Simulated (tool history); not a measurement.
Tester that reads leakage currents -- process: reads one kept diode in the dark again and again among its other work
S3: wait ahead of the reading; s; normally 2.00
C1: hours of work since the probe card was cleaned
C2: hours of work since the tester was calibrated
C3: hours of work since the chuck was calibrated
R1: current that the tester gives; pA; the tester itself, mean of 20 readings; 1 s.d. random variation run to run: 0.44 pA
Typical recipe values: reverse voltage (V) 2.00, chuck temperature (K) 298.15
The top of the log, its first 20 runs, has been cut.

-- day=26.162 probe card cleaned and baked
run 21 day=27.967 | reverse_voltage_(V)=5.23 chuck_temperature_(K)=321.15 S3=0.45 | C1=19 C2=453 C3=1053 | R1=1113.74
run 22 day=28.862 | reverse_voltage_(V)=8.79 chuck_temperature_(K)=318.15 S3=0.39 | C1=29 C2=463 C3=1063 | R1=1046.17
-- day=29.429 probe card cleaned and baked, once more
-- day=29.983 chuck's temperature calibrated
run 23 day=30.592 | reverse_voltage_(V)=8.79 chuck_temperature_(K)=318.15 S3=0.39 | C1=12 C2=479 C3=7 | R1=1116.74
run 24 day=32.146 | reverse_voltage_(V)=1.38 chuck_temperature_(K)=298.15 S3=2.00 | C1=28 C2=496 C3=23 | R1=130.30
run 25 day=34.112 | reverse_voltage_(V)=1.38 chuck_temperature_(K)=298.15 S3=2.00 | C1=49 C2=517 C3=44 | R1=130.75
run 26 day=35.925 | reverse_voltage_(V)=1.38 chuck_temperature_(K)=298.15 S3=2.00 | C1=69 C2=536 C3=64 | R1=128.97
run 27 day=37.808 | reverse_voltage_(V)=5.55 chuck_temperature_(K)=298.15 S3=0.64 | C1=89 C2=557 C3=84 | R1=199.03
run 28 day=39.583 | reverse_voltage_(V)=2.14 chuck_temperature_(K)=296.15 S3=0.33 | C1=108 C2=576 C3=103 | R1=124.65
run 29 day=40.692 | reverse_voltage_(V)=2.14 chuck_temperature_(K)=296.15 S3=0.33 | C1=120 C2=587 C3=115 | R1=125.31
run 30 day=42.092 | reverse_voltage_(V)=2.14 chuck_temperature_(K)=307.15 S3=1.44 | C1=135 C2=603 C3=130 | R1=310.73
run 31 day=43.742 | reverse_voltage_(V)=9.79 chuck_temperature_(K)=307.15 S3=7.67 | C1=153 C2=620 C3=148 | R1=489.17
run 32 day=45.358 | reverse_voltage_(V)=9.79 chuck_temperature_(K)=307.15 S3=7.67 | C1=170 C2=638 C3=165 | R1=487.55

What if the next run were any one of these 4? Each begins from the tool's condition after run 32:
run A day=46.921 | reverse_voltage_(V)=12.80 chuck_temperature_(K)=329.15 S3=3.60 | C1=187 C2=654 C3=182 | R1=?
run B day=46.921 | reverse_voltage_(V)=9.79 chuck_temperature_(K)=309.15 S3=7.67 | C1=187 C2=654 C3=182 | R1=?
run C day=46.921 | reverse_voltage_(V)=2.00 chuck_temperature_(K)=301.15 S3=2.00 | C1=187 C2=654 C3=182 | R1=?
run D day=46.921 | reverse_voltage_(V)=1.74 chuck_temperature_(K)=304.15 S3=0.32 | C1=187 C2=654 C3=182 | R1=?

run=A R1=2703.14
run=B R1=573.18
run=C R1=184.50
run=D R1=225.94
Without the tool's hidden state the same runs would have given:
run=A R1=2741.09
run=B R1=581.15
run=C R1=187.35
run=D R1=229.47

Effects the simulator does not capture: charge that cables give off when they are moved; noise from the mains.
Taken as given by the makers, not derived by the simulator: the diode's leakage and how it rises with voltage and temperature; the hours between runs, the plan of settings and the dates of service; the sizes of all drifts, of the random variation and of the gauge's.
